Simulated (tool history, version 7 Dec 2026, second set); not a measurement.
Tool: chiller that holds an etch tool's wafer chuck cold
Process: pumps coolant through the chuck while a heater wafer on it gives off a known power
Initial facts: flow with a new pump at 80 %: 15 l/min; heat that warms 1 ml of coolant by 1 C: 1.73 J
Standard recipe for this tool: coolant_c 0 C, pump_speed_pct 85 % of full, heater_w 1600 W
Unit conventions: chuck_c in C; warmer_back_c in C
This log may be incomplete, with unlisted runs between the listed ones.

run,day,coolant_c,pump_speed_pct,heater_w,chuck_c,warmer_back_c
1,0,0,85,1600,12.8,3.44
2,1.225,0,77,1600,14.1,3.89
3,2.142,0,85,1600,13.1,3.43
4,4.183,0,85,1600,12.7,3.47
5,5.588,0,95,1600,11.6,3.1
6,7.625,0,95,1600,11.6,3.1
7,9.229,0,95,909,6.6,1.78
8,10.183,0,95,909,6.7,1.74
9,11.217,3,85,1600,16,3.48
10,12.846,0,85,1567,12.6,3.42
11,13.683,0,85,1567,12.6,3.43
12,15.142,0,85,1600,13,3.47
13,16.217,0,85,1600,12.6,3.5
14,17.229,0,85,1600,13,3.45
15,18.292,0,85,1600,12.9,3.46
16,20.162,0,85,1600,13,3.52
17,21.446,0,85,1600,12.9,3.49
18,23.521,-5,79,1210,5.5,2.87
19,24.875,-5,79,1377,7,3.23
20,26.108,-5,63,1377,9.7,4.17
21,27.25,0,85,1422,11.5,3.11
22,28.858,0,85,1422,11.5,3.12
23,30.658,0,68,1806,18,4.95
24,32.071,4,84,1600,16.9,3.5
25,34.05,-8,84,1299,2.8,2.83
26,35.396,-8,84,1299,2.8,2.9
27,37.362,0,86,1600,13,3.48
28,39.212,0,86,1600,12.8,3.43
29,40.954,0,62,1159,12.5,3.51
30,42.838,4,78,1413,16.6,3.36
31,44.633,0,78,2260,20.1,5.37

Taken out of this log: 3 entries between the listed runs. Where each belongs, and how the hidden state differs across it:
Runs 4 to 5: chiller's thermometer calibrated (day 5.246)
  heat passed by the chuck's channels, % of clean ones': 90.7 -> 90.6; coolant's true temperature over the reading, C: 0.13 -> -0.02
  difference, measured minus the result without the unlogged condition, chuck_c: +1.1 -> +0.9 C; warmer_back_c: +0.01 -> +0.01 C
Runs 15 to 16: coolant pump overhauled (day 18.671)
  heat passed by the chuck's channels, % of clean ones': 90 -> 89.9; flow at a given pump speed, % of a new pump's: 99.6 -> 99.4; coolant's true temperature over the reading, C: -0.01 -> 0
  difference, measured minus the result without the unlogged condition, chuck_c: +1.2 -> +1.1 C; warmer_back_c: +0.02 -> +0.02 C
Runs 22 to 23: coolant pump overhauled, once more (day 29.371)
  flow at a given pump speed, % of a new pump's: 99.2 -> 99.9
  difference, measured minus the result without the unlogged condition, chuck_c: +1.1 -> +1.6 C; warmer_back_c: +0.03 -> +0.01 C
